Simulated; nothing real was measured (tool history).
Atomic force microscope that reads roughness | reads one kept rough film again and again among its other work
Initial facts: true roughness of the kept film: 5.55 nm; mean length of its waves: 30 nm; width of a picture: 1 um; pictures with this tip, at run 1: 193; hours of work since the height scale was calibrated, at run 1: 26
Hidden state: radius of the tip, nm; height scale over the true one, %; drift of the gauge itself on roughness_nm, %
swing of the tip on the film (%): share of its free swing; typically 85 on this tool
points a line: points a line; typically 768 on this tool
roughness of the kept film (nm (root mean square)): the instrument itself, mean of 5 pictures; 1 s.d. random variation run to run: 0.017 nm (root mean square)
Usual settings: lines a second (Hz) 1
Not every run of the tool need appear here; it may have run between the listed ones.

run,hour,lines a second (Hz),swing of the tip on the film (%),points a line,pictures with this tip,hours of work since the height scale was calibrated,roughness of the kept film (nm (root mean square))
1,0,1,85,768,193,26,3.359
2,6.5,1,85,768,203,30,3.327
3,16.2,1,85,688,217,37,3.302
4,25.3,1,85,688,230,44,3.244
5,33.2,1,85,791,242,49,3.251
6,40.4,1,85,791,253,54,3.203
7,49.6,1,85,791,266,61,3.184
8,58.6,1,85,791,280,67,3.126
9,66.3,1,85,791,291,72,3.093
10,76.4,1,85,791,306,80,3.042
11,83.9,1,67,791,317,85,3.203
# hour 86.7: new tip fitted
12,94.8,1,67,791,12,92,4.236
13,105.2,1,85,768,27,100,3.986
14,112.4,0.84,85,296,38,105,3.936
15,123.9,0.84,85,296,55,113,3.879
16,131.3,0.72,79,547,66,118,3.98
17,142.1,2.18,55,768,82,126,3.975
18,151.1,1.68,85,768,95,132,3.505
19,158,0.73,56,741,105,137,3.993
20,169.6,0.6,87,768,122,145,3.72
21,181,1,81,1014,139,153,3.667
22,189.3,1,81,447,152,159,3.598
23,198.6,1,57,385,165,165,3.732
24,209.1,2.04,85,414,181,173,3.141
25,219.6,2.11,80,857,196,180,3.194
26,230.3,1.06,85,768,212,188,3.335

Alternative continuations, all from the tool just after run 26; predict every row:
A,236.8,1.58,77,943,222,192,?
B,236.8,1.06,85,345,222,192,?
C,236.8,1.26,84,470,222,192,?

run,roughness of the kept film (nm (root mean square))
A,3.311
B,3.317
C,3.271
Stripped of hidden state, with their random variation kept, the same runs would have yielded:
run,roughness of the kept film (nm (root mean square))
A,4.053
B,4.059
C,4.002
